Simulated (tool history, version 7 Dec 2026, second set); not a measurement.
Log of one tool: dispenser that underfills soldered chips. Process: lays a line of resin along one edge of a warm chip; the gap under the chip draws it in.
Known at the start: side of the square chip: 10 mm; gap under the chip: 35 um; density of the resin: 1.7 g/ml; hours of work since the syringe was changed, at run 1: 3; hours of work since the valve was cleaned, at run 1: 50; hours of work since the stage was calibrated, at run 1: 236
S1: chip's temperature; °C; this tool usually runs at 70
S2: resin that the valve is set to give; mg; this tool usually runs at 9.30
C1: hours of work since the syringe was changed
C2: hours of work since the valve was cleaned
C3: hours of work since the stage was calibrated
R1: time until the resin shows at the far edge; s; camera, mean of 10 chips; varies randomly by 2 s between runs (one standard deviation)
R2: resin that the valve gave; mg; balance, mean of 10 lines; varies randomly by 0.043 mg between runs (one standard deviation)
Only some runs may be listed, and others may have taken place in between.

run   hour  S1     S2  C1  C2   C3     R1     R2
  1    0.0  70   9.30   3  50  236  278.6   8.93
  2    4.7  56   9.30   6  53  239  807.4   8.90
       6.5  -- new syringe of resin
  3   12.0  56   9.30   4  58  244  674.9   8.90
      17.2  -- new syringe of resin
  4   18.2  58   9.30   1  62  248  463.4   8.80
  5   24.7  58   9.30   5  66  252  653.1   8.80
      28.5  -- new syringe of resin
  6   31.7  70   9.30   2  71  257  259.3   8.78
      39.0  -- new syringe of resin
  7   39.2  70  10.04   0  76  262  221.4   9.52
  8   44.7  70  10.57   4  79  266  303.2   9.93
      49.9  -- new syringe of resin
  9   51.2  70  10.75   1  84  270  231.1   9.89
 10   59.0  70  10.75   6  89  275  363.7   9.95
      60.8  -- new syringe of resin
      61.8  -- dispensing valve cleaned and set on the balance
 11   70.2  70  10.75   6   6  282  340.5  10.71
      72.9  -- new syringe of resin
 12   77.2  70  10.75   3  10  287  282.0  10.62
      83.8  -- new syringe of resin
 13   84.5  70  10.75   0  15  291  231.9  10.56
      94.5  -- new syringe of resin
 14   94.5  70  10.75   0  22  298  219.2  10.52
 15  104.5  70  10.75   7  28  305  386.6  10.49
     105.6  -- new syringe of resin
 16  112.5  70  10.75   5  34  310  325.4  10.43
     116.5  -- new syringe of resin
 17  122.2  70  10.75   4  40  316  302.7  10.36
     127.5  -- new syringe of resin
 18  129.9  85   9.38   2  45  321  116.3   8.98
 19  134.1  85   9.38   4  48  324  147.0   9.01
     138.5  -- new syringe of resin
 20  142.2  75  11.33   3  53  330  216.1  10.86
 21  147.2  75  11.33   6  57  333  278.5  10.82
     149.4  -- new syringe of resin
 22  157.3  76  10.00   5  63  340  258.4   9.47
     160.2  -- new syringe of resin
 23  161.8  70  10.13   1  66  343  250.7   9.56
 24  168.1  58   8.35   5  71  347  740.1   7.85
     171.0  -- new syringe of resin
 25  175.9  72   8.35   3  76  352  284.5   7.85
     181.6  -- new syringe of resin
 26  182.5  72   8.35   1  80  356  223.3   7.79
     192.6  -- new syringe of resin
 27  192.6  66  10.95   0  87  363  271.6  10.09
     198.4  -- dispensing valve cleaned and set on the balance
 28  200.7  66  10.95   5   2  368  411.5  10.95
     204.1  -- new syringe of resin
 29  205.6  66  10.95   1   5  371  318.4  10.89
 30  214.0  59   9.25   7  10  377  759.0   9.20
     214.8  -- new syringe of resin
 31  219.7  66   8.04   3  14  380  397.6   7.86
     225.5  -- new syringe of resin
 32  227.6  66   8.04   1  19  385  336.4   7.83
 33  232.3  66   8.04   5  22  389  445.8   7.88
     236.3  -- new syringe of resin
 34  237.4  70   9.45   1  26  392  252.9   9.25

What differs in the tool's unlogged condition from the final listed run ahead of each entry between runs to the first listed run following it?
Logged between run 2 and run 3: new syringe of resin (hour 6.5)
  resin's viscosity, % of fresh resin's: 165.2 -> 134.8; dose that the valve gives, % of what is set: 95.75 -> 95.32; true chip temperature over the reading, C: -2.16 -> -2.19
  measured minus no-state result, R1: +380.8 -> +239.1 s; R2: -0.39 -> -0.43 mg
Logged between run 3 and run 4: new syringe of resin (hour 17.2)
  resin's viscosity, % of fresh resin's: 134.8 -> 104.9; dose that the valve gives, % of what is set: 95.32 -> 95.01; true chip temperature over the reading, C: -2.19 -> -2.23
  measured minus no-state result, R1: +239.1 -> +79.2 s; R2: -0.43 -> -0.46 mg
Logged between run 5 and run 6: new syringe of resin (hour 28.5)
  resin's viscosity, % of fresh resin's: 150.3 -> 119.4; dose that the valve gives, % of what is set: 94.68 -> 94.29; true chip temperature over the reading, C: -2.26 -> -2.29
  measured minus no-state result, R1: +276.0 -> +69.7 s; R2: -0.50 -> -0.53 mg
Logged between run 6 and run 7: new syringe of resin (hour 39.0)
  resin's viscosity, % of fresh resin's: 119.4 -> 102.2; dose that the valve gives, % of what is set: 94.29 -> 93.86; true chip temperature over the reading, C: -2.29 -> -2.33
  measured minus no-state result, R1: +69.7 -> +32.1 s; R2: -0.53 -> -0.62 mg
Logged between run 8 and run 9: new syringe of resin (hour 49.9)
  resin's viscosity, % of fresh resin's: 138.6 -> 107; dose that the valve gives, % of what is set: 93.58 -> 93.25; true chip temperature over the reading, C: -2.36 -> -2.39
  measured minus no-state result, R1: +112.1 -> +42.9 s; R2: -0.68 -> -0.73 mg
Logged between run 10 and run 11: new syringe of resin (hour 60.8); dispensing valve cleaned and set on the balance (hour 61.8)
  resin's viscosity, % of fresh resin's: 165.1 -> 156.7; dose that the valve gives, % of what is set: 92.82 -> 99.37; true chip temperature over the reading, C: -2.43 -> -2.49
  measured minus no-state result, R1: +172.0 -> +151.1 s; R2: -0.77 -> -0.07 mg
Logged between run 11 and run 12: new syringe of resin (hour 72.9)
  resin's viscosity, % of fresh resin's: 156.7 -> 127.6; dose that the valve gives, % of what is set: 99.37 -> 98.98; true chip temperature over the reading, C: -2.49 -> -2.52
  measured minus no-state result, R1: +151.1 -> +89.9 s; R2: -0.07 -> -0.11 mg
Logged between run 12 and run 13: new syringe of resin (hour 83.8)
  resin's viscosity, % of fresh resin's: 127.6 -> 105; dose that the valve gives, % of what is set: 98.98 -> 98.61; true chip temperature over the reading, C: -2.52 -> -2.56
  measured minus no-state result, R1: +89.9 -> +40.2 s; R2: -0.11 -> -0.15 mg
Logged between run 13 and run 14: new syringe of resin (hour 94.5)
  resin's viscosity, % of fresh resin's: 105 -> 100.2; dose that the valve gives, % of what is set: 98.61 -> 98.07; true chip temperature over the reading, C: -2.56 -> -2.61
  measured minus no-state result, R1: +40.2 -> +30.0 s; R2: -0.15 -> -0.21 mg
Logged between run 15 and run 16: new syringe of resin (hour 105.6)
  resin's viscosity, % of fresh resin's: 174.9 -> 146.2; dose that the valve gives, % of what is set: 97.54 -> 97.13; true chip temperature over the reading, C: -2.66 -> -2.7
  measured minus no-state result, R1: +196.0 -> +134.0 s; R2: -0.27 -> -0.31 mg
Logged between run 16 and run 17: new syringe of resin (hour 116.5)
  resin's viscosity, % of fresh resin's: 146.2 -> 138.5; dose that the valve gives, % of what is set: 97.13 -> 96.63; true chip temperature over the reading, C: -2.7 -> -2.76
  measured minus no-state result, R1: +134.0 -> +115.6 s; R2: -0.31 -> -0.36 mg
Logged between run 17 and run 18: new syringe of resin (hour 127.5)
  resin's viscosity, % of fresh resin's: 138.5 -> 112.9; dose that the valve gives, % of what is set: 96.63 -> 96.23; true chip temperature over the reading, C: -2.76 -> -2.8
  measured minus no-state result, R1: +115.6 -> +27.3 s; R2: -0.36 -> -0.35 mg
Logged between run 19 and run 20: new syringe of resin (hour 138.5)
  resin's viscosity, % of fresh resin's: 142.5 -> 125.5; dose that the valve gives, % of what is set: 96.03 -> 95.61; true chip temperature over the reading, C: -2.82 -> -2.87
  measured minus no-state result, R1: +58.1 -> +68.9 s; R2: -0.37 -> -0.50 mg
Logged between run 21 and run 22: new syringe of resin (hour 149.4)
  resin's viscosity, % of fresh resin's: 165.6 -> 156.8; dose that the valve gives, % of what is set: 95.35 -> 94.82; true chip temperature over the reading, C: -2.9 -> -2.95
  measured minus no-state result, R1: +134.9 -> +118.6 s; R2: -0.52 -> -0.52 mg
Logged between run 22 and run 23: new syringe of resin (hour 160.2)
  resin's viscosity, % of fresh resin's: 156.8 -> 110; dose that the valve gives, % of what is set: 94.82 -> 94.6; true chip temperature over the reading, C: -2.95 -> -2.97
  measured minus no-state result, R1: +118.6 -> +58.4 s; R2: -0.52 -> -0.55 mg
Logged between run 24 and run 25: new syringe of resin (hour 171.0)
  resin's viscosity, % of fresh resin's: 156.1 -> 134.7; dose that the valve gives, % of what is set: 94.25 -> 93.86; true chip temperature over the reading, C: -3 -> -3.04
  measured minus no-state result, R1: +349.2 -> +108.6 s; R2: -0.48 -> -0.51 mg
Logged between run 25 and run 26: new syringe of resin (hour 181.6)
  resin's viscosity, % of fresh resin's: 134.7 -> 104.9; dose that the valve gives, % of what is set: 93.86 -> 93.54; true chip temperature over the reading, C: -3.04 -> -3.08
  measured minus no-state result, R1: +108.6 -> +46.3 s; R2: -0.51 -> -0.54 mg
Logged between run 26 and run 27: new syringe of resin (hour 192.6)
  resin's viscosity, % of fresh resin's: 104.9 -> 97.5; dose that the valve gives, % of what is set: 93.54 -> 93.04; true chip temperature over the reading, C: -3.08 -> -3.13
  measured minus no-state result, R1: +46.3 -> +39.3 s; R2: -0.54 -> -0.76 mg
Logged between run 27 and run 28: dispensing valve cleaned and set on the balance (hour 198.4)
  resin's viscosity, % of fresh resin's: 97.5 -> 145.1; dose that the valve gives, % of what is set: 93.04 -> 99.84; true chip temperature over the reading, C: -3.13 -> -3.17
  measured minus no-state result, R1: +39.3 -> +174.6 s; R2: -0.76 -> -0.02 mg
Logged between run 28 and run 29: new syringe of resin (hour 204.1)
  resin's viscosity, % of fresh resin's: 145.1 -> 109.9; dose that the valve gives, % of what is set: 99.84 -> 99.6; true chip temperature over the reading, C: -3.17 -> -3.19
  measured minus no-state result, R1: +174.6 -> +76.8 s; R2: -0.02 -> -0.05 mg
Logged between run 30 and run 31: new syringe of resin (hour 214.8)
  resin's viscosity, % of fresh resin's: 175.7 -> 132.3; dose that the valve gives, % of what is set: 99.11 -> 98.83; true chip temperature over the reading, C: -3.24 -> -3.27
  measured minus no-state result, R1: +402.6 -> +148.6 s; R2: -0.08 -> -0.09 mg
Logged between run 31 and run 32: new syringe of resin (hour 225.5)
  resin's viscosity, % of fresh resin's: 132.3 -> 112.7; dose that the valve gives, % of what is set: 98.83 -> 98.43; true chip temperature over the reading, C: -3.27 -> -3.3
  measured minus no-state result, R1: +148.6 -> +89.9 s; R2: -0.09 -> -0.13 mg
Logged between run 33 and run 34: new syringe of resin (hour 236.3)
  resin's viscosity, % of fresh resin's: 146.2 -> 107.2; dose that the valve gives, % of what is set: 98.13 -> 97.86; true chip temperature over the reading, C: -3.33 -> -3.36
  measured minus no-state result, R1: +194.6 -> +57.4 s; R2: -0.15 -> -0.20 mg
